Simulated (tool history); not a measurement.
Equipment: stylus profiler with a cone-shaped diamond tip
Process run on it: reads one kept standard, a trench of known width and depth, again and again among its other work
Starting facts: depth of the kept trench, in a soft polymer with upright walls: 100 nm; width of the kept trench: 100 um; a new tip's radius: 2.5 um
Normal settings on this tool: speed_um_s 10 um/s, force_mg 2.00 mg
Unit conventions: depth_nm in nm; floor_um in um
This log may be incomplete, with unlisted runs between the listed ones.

{"run": 1, "day": 0.0, "speed_um_s": 10, "force_mg": 2.0, "depth_nm": 101.32, "floor_um": 98.48}
{"run": 2, "day": 1.342, "speed_um_s": 10, "force_mg": 2.0, "depth_nm": 101.51, "floor_um": 98.44}
{"run": 3, "day": 2.246, "speed_um_s": 10, "force_mg": 2.0, "depth_nm": 101.28, "floor_um": 98.44}
{"run": 4, "day": 2.862, "speed_um_s": 10, "force_mg": 2.0, "depth_nm": 101.26, "floor_um": 98.44}
{"run": 5, "day": 3.771, "speed_um_s": 10, "force_mg": 2.0, "depth_nm": 101.28, "floor_um": 98.46}
{"run": 6, "day": 4.679, "speed_um_s": 10, "force_mg": 2.0, "depth_nm": 101.3, "floor_um": 98.47}
{"run": 7, "day": 5.329, "speed_um_s": 3, "force_mg": 2.0, "depth_nm": 101.33, "floor_um": 98.45}
{"run": 8, "day": 5.992, "speed_um_s": 3, "force_mg": 2.0, "depth_nm": 101.33, "floor_um": 98.44}
{"run": 9, "day": 7.392, "speed_um_s": 3, "force_mg": 2.0, "depth_nm": 101.52, "floor_um": 98.41}
{"run": 10, "day": 8.404, "speed_um_s": 10, "force_mg": 2.0, "depth_nm": 101.37, "floor_um": 98.43}
{"run": 11, "day": 9.612, "speed_um_s": 10, "force_mg": 2.0, "depth_nm": 101.21, "floor_um": 98.44}
{"run": 12, "day": 10.842, "speed_um_s": 10, "force_mg": 2.0, "depth_nm": 101.37, "floor_um": 98.37}
{"run": 13, "day": 11.646, "speed_um_s": 10, "force_mg": 2.0, "depth_nm": 101.36, "floor_um": 98.41}
{"run": 14, "day": 13.05, "speed_um_s": 10, "force_mg": 2.0, "depth_nm": 101.25, "floor_um": 98.37}
{"run": 15, "day": 14.033, "speed_um_s": 10, "force_mg": 2.0, "depth_nm": 101.45, "floor_um": 98.44}
{"run": 16, "day": 15.442, "speed_um_s": 14, "force_mg": 2.0, "depth_nm": 101.3, "floor_um": 98.4}
{"run": 17, "day": 16.258, "speed_um_s": 10, "force_mg": 2.0, "depth_nm": 101.46, "floor_um": 98.38}
{"run": 18, "day": 16.988, "speed_um_s": 10, "force_mg": 2.0, "depth_nm": 101.35, "floor_um": 98.37}
{"run": 19, "day": 18.367, "speed_um_s": 10, "force_mg": 2.0, "depth_nm": 101.4, "floor_um": 98.36}
{"run": 20, "day": 19.596, "speed_um_s": 10, "force_mg": 2.0, "depth_nm": 101.49, "floor_um": 98.36}
{"run": 21, "day": 20.567, "speed_um_s": 10, "force_mg": 2.0, "depth_nm": 101.51, "floor_um": 98.34}
{"run": 22, "day": 21.975, "speed_um_s": 10, "force_mg": 2.0, "depth_nm": 101.37, "floor_um": 98.38}
{"run": 23, "day": 22.767, "speed_um_s": 10, "force_mg": 2.0, "depth_nm": 101.46, "floor_um": 98.38}
{"run": 24, "day": 23.988, "speed_um_s": 10, "force_mg": 2.0, "depth_nm": 101.41, "floor_um": 98.38}
{"run": 25, "day": 25.317, "speed_um_s": 10, "force_mg": 5.53, "depth_nm": 102.47, "floor_um": 98.34}
{"run": 26, "day": 26.167, "speed_um_s": 4, "force_mg": 0.73, "depth_nm": 100.99, "floor_um": 98.32}
{"run": 27, "day": 26.979, "speed_um_s": 4, "force_mg": 0.73, "depth_nm": 100.86, "floor_um": 98.42}
{"run": 28, "day": 27.875, "speed_um_s": 4, "force_mg": 0.73, "depth_nm": 100.94, "floor_um": 98.36}
{"run": 29, "day": 28.446, "speed_um_s": 15, "force_mg": 2.26, "depth_nm": 101.51, "floor_um": 98.31}
{"run": 30, "day": 29.425, "speed_um_s": 16, "force_mg": 2.26, "depth_nm": 101.63, "floor_um": 98.28}
{"run": 31, "day": 30.783, "speed_um_s": 16, "force_mg": 2.26, "depth_nm": 101.58, "floor_um": 98.37}
{"run": 32, "day": 32.088, "speed_um_s": 11, "force_mg": 1.14, "depth_nm": 101.09, "floor_um": 98.34}
{"run": 33, "day": 32.9, "speed_um_s": 4, "force_mg": 5.22, "depth_nm": 102.42, "floor_um": 98.33}
{"run": 34, "day": 33.596, "speed_um_s": 32, "force_mg": 0.78, "depth_nm": 101.09, "floor_um": 98.22}
{"run": 35, "day": 34.675, "speed_um_s": 21, "force_mg": 0.91, "depth_nm": 101.07, "floor_um": 98.22}
{"run": 36, "day": 35.571, "speed_um_s": 30, "force_mg": 3.84, "depth_nm": 102.28, "floor_um": 98.27}
{"run": 37, "day": 36.162, "speed_um_s": 7, "force_mg": 5.21, "depth_nm": 102.36, "floor_um": 98.27}
{"run": 38, "day": 36.817, "speed_um_s": 12, "force_mg": 1.82, "depth_nm": 101.37, "floor_um": 98.31}
{"run": 39, "day": 37.575, "speed_um_s": 2, "force_mg": 0.81, "depth_nm": 101.04, "floor_um": 98.34}
{"run": 40, "day": 38.692, "speed_um_s": 5, "force_mg": 1.73, "depth_nm": 101.45, "floor_um": 98.34}
{"run": 41, "day": 39.746, "speed_um_s": 11, "force_mg": 4.11, "depth_nm": 102.29, "floor_um": 98.32}
{"run": 42, "day": 40.862, "speed_um_s": 17, "force_mg": 2.18, "depth_nm": 101.71, "floor_um": 98.29}
{"run": 43, "day": 42.017, "speed_um_s": 7, "force_mg": 2.18, "depth_nm": 101.54, "floor_um": 98.34}
{"run": 44, "day": 43.146, "speed_um_s": 5, "force_mg": 2.31, "depth_nm": 101.88, "floor_um": 98.32}
{"run": 45, "day": 43.992, "speed_um_s": 2, "force_mg": 2.68, "depth_nm": 101.82, "floor_um": 98.32}
{"run": 46, "day": 44.588, "speed_um_s": 9, "force_mg": 1.08, "depth_nm": 101.17, "floor_um": 98.31}

Each run again, without the hidden state but with its own random variation kept:
Hidden conditions of the tool in this case: radius of the tip, um; height scale over the true one, %; drift of the gauge itself on depth_nm, %; drift of the gauge itself on floor_um, %.
run=1 depth_nm=101.09 floor_um=98.60
run=2 depth_nm=101.27 floor_um=98.57
run=3 depth_nm=101.03 floor_um=98.56
run=4 depth_nm=101.01 floor_um=98.57
run=5 depth_nm=101.02 floor_um=98.59
run=6 depth_nm=101.04 floor_um=98.60
run=7 depth_nm=101.07 floor_um=98.59
run=8 depth_nm=101.06 floor_um=98.58
run=9 depth_nm=101.25 floor_um=98.55
run=10 depth_nm=101.09 floor_um=98.57
run=11 depth_nm=100.92 floor_um=98.59
run=12 depth_nm=101.07 floor_um=98.52
run=13 depth_nm=101.05 floor_um=98.57
run=14 depth_nm=100.94 floor_um=98.53
run=15 depth_nm=101.13 floor_um=98.60
run=16 depth_nm=100.97 floor_um=98.57
run=17 depth_nm=101.13 floor_um=98.55
run=18 depth_nm=101.01 floor_um=98.55
run=19 depth_nm=101.06 floor_um=98.54
run=20 depth_nm=101.14 floor_um=98.55
run=21 depth_nm=101.15 floor_um=98.53
run=22 depth_nm=101.00 floor_um=98.57
run=23 depth_nm=101.09 floor_um=98.57
run=24 depth_nm=101.03 floor_um=98.57
run=25 depth_nm=102.08 floor_um=98.54
run=26 depth_nm=100.60 floor_um=98.53
run=27 depth_nm=100.46 floor_um=98.62
run=28 depth_nm=100.54 floor_um=98.57
run=29 depth_nm=101.10 floor_um=98.52
run=30 depth_nm=101.22 floor_um=98.49
run=31 depth_nm=101.16 floor_um=98.59
run=32 depth_nm=100.67 floor_um=98.56
run=33 depth_nm=101.99 floor_um=98.56
run=34 depth_nm=100.66 floor_um=98.45
run=35 depth_nm=100.63 floor_um=98.45
run=36 depth_nm=101.84 floor_um=98.51
run=37 depth_nm=101.91 floor_um=98.51
run=38 depth_nm=100.92 floor_um=98.55
run=39 depth_nm=100.58 floor_um=98.58
run=40 depth_nm=100.99 floor_um=98.59
run=41 depth_nm=101.82 floor_um=98.57
run=42 depth_nm=101.24 floor_um=98.54
run=43 depth_nm=101.06 floor_um=98.59
run=44 depth_nm=101.39 floor_um=98.58
run=45 depth_nm=101.33 floor_um=98.58
run=46 depth_nm=100.67 floor_um=98.58
